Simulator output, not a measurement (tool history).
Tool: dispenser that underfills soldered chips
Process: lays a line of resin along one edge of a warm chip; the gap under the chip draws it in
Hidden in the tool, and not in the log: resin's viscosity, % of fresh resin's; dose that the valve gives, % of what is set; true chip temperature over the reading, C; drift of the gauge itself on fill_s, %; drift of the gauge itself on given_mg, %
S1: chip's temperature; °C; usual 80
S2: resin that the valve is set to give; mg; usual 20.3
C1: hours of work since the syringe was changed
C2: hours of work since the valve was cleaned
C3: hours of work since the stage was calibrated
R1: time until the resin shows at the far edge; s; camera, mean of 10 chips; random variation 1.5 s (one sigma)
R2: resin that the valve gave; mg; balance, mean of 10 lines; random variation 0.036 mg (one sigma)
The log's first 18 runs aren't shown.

run,day,S1,S2,C1,C2,C3,R1,R2
# day 6.408: new syringe of resin
# day 6.708: dispensing valve cleaned and set on the balance
19,6.846,74,23.2,7,2,182,261.6,23.07
# day 6.925: new syringe of resin
20,7.238,93,20.2,5,9,188,119.2,20.12
# day 7.396: new syringe of resin
21,7.721,87,20.2,5,16,196,150.6,20.02
# day 7.879: new syringe of resin
22,8.050,86,22.6,3,22,201,137.0,22.34
# day 8.367: new syringe of resin
23,8.412,66,19.8,1,27,207,270.1,19.56
# day 8.850: new syringe of resin
24,8.929,67,23.1,1,36,215,271.2,22.70
25,9.262,90,21.1,7,41,221,145.7,20.71
# day 9.329: new syringe of resin
26,9.596,90,21.1,4,47,226,131.4,20.65
# day 9.821: new syringe of resin
27,9.996,82,21.2,3,53,233,158.3,20.72
# day 10.312: new syringe of resin
28,10.479,71,18.3,3,61,240,253.7,17.82
# day 10.796: new syringe of resin
29,10.958,67,20.3,3,69,248,291.5,19.64
# day 11.279: new syringe of resin
30,11.283,78,24.6,0,74,253,165.2,23.73

4 ways to go on from here, each from the tool as it stands after run 30. What would each give?
# day 11.775: new syringe of resin
A,11.800,88,24.4,0,82,262,?,?
# day 11.775: new syringe of resin
B,11.800,66,22.4,0,82,262,?,?
# day 11.775: new syringe of resin
C,11.800,86,17.9,0,82,262,?,?
# day 11.775: new syringe of resin
D,11.800,76,21.0,0,82,262,?,?

run,R1,R2
A,112.3,23.49
B,268.2,21.64
C,125.2,17.29
D,181.8,20.25
Without the tool's hidden state the same runs would have given:
run,R1,R2
A,108.8,24.37
B,258.9,22.45
C,120.5,17.94
D,175.5,21.01
